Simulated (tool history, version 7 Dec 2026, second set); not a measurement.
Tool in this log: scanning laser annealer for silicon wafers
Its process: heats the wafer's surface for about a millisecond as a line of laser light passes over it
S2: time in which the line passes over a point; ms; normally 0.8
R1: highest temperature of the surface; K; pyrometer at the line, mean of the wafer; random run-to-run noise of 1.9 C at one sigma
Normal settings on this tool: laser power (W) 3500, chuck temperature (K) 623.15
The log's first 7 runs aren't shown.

run 8 hour=82.4 | laser_power_(W)=3500 S2=0.8 chuck_temperature_(K)=623.15 | R1=1350.15
run 9 hour=89 | laser_power_(W)=3500 S2=0.8 chuck_temperature_(K)=623.15 | R1=1348.15
run 10 hour=100.4 | laser_power_(W)=3500 S2=0.8 chuck_temperature_(K)=623.15 | R1=1346.15
run 11 hour=111.9 | laser_power_(W)=3500 S2=0.8 chuck_temperature_(K)=623.15 | R1=1351.15
run 12 hour=127.5 | laser_power_(W)=3500 S2=0.8 chuck_temperature_(K)=624.15 | R1=1348.15
run 13 hour=140.8 | laser_power_(W)=3500 S2=0.8 chuck_temperature_(K)=588.15 | R1=1312.15
run 14 hour=153.2 | laser_power_(W)=3500 S2=0.8 chuck_temperature_(K)=588.15 | R1=1315.15
run 15 hour=166.8 | laser_power_(W)=3500 S2=0.8 chuck_temperature_(K)=633.15 | R1=1358.15
run 16 hour=178.5 | laser_power_(W)=3500 S2=0.8 chuck_temperature_(K)=633.15 | R1=1358.15
run 17 hour=186.5 | laser_power_(W)=3014 S2=0.853 chuck_temperature_(K)=633.15 | R1=1250.15
run 18 hour=201.4 | laser_power_(W)=3124 S2=0.636 chuck_temperature_(K)=659.15 | R1=1227.15
run 19 hour=215.8 | laser_power_(W)=3124 S2=0.636 chuck_temperature_(K)=659.15 | R1=1227.15
run 20 hour=226 | laser_power_(W)=3350 S2=0.984 chuck_temperature_(K)=588.15 | R1=1333.15
run 21 hour=234.7 | laser_power_(W)=3500 S2=0.8 chuck_temperature_(K)=630.15 | R1=1349.15
run 22 hour=241.5 | laser_power_(W)=3089 S2=0.694 chuck_temperature_(K)=602.15 | R1=1181.15
-- hour=248.2 window over the wafer cleaned
run 23 hour=250 | laser_power_(W)=3089 S2=0.694 chuck_temperature_(K)=602.15 | R1=1199.15
run 24 hour=256.8 | laser_power_(W)=3500 S2=0.738 chuck_temperature_(K)=623.15 | R1=1341.15
run 25 hour=267.7 | laser_power_(W)=3486 S2=0.636 chuck_temperature_(K)=661.15 | R1=1331.15
run 26 hour=274.5 | laser_power_(W)=3500 S2=0.648 chuck_temperature_(K)=623.15 | R1=1303.15
run 27 hour=286.2 | laser_power_(W)=3423 S2=0.664 chuck_temperature_(K)=631.15 | R1=1301.15
run 28 hour=299.7 | laser_power_(W)=3588 S2=0.677 chuck_temperature_(K)=636.15 | R1=1349.15
run 29 hour=311.4 | laser_power_(W)=3588 S2=0.677 chuck_temperature_(K)=636.15 | R1=1348.15
run 30 hour=321.6 | laser_power_(W)=3842 S2=0.868 chuck_temperature_(K)=593.15 | R1=1458.15
run 31 hour=337 | laser_power_(W)=3534 S2=0.794 chuck_temperature_(K)=648.15 | R1=1398.15
run 32 hour=344.4 | laser_power_(W)=3605 S2=0.794 chuck_temperature_(K)=613.15 | R1=1378.15

Alternative continuations, all from the tool just after run 32; predict every row:
run A hour=355.9 | laser_power_(W)=3605 S2=0.673 chuck_temperature_(K)=613.15 | R1=?
run B hour=355.9 | laser_power_(W)=3500 S2=0.719 chuck_temperature_(K)=629.15 | R1=?
run C hour=355.9 | laser_power_(W)=3266 S2=0.794 chuck_temperature_(K)=583.15 | R1=?

run=A R1=1329.15
run=B R1=1334.15
run=C R1=1261.15
With no hidden state in the tool, these same runs would have given:
run=A R1=1334.15
run=B R1=1339.15
run=C R1=1266.15
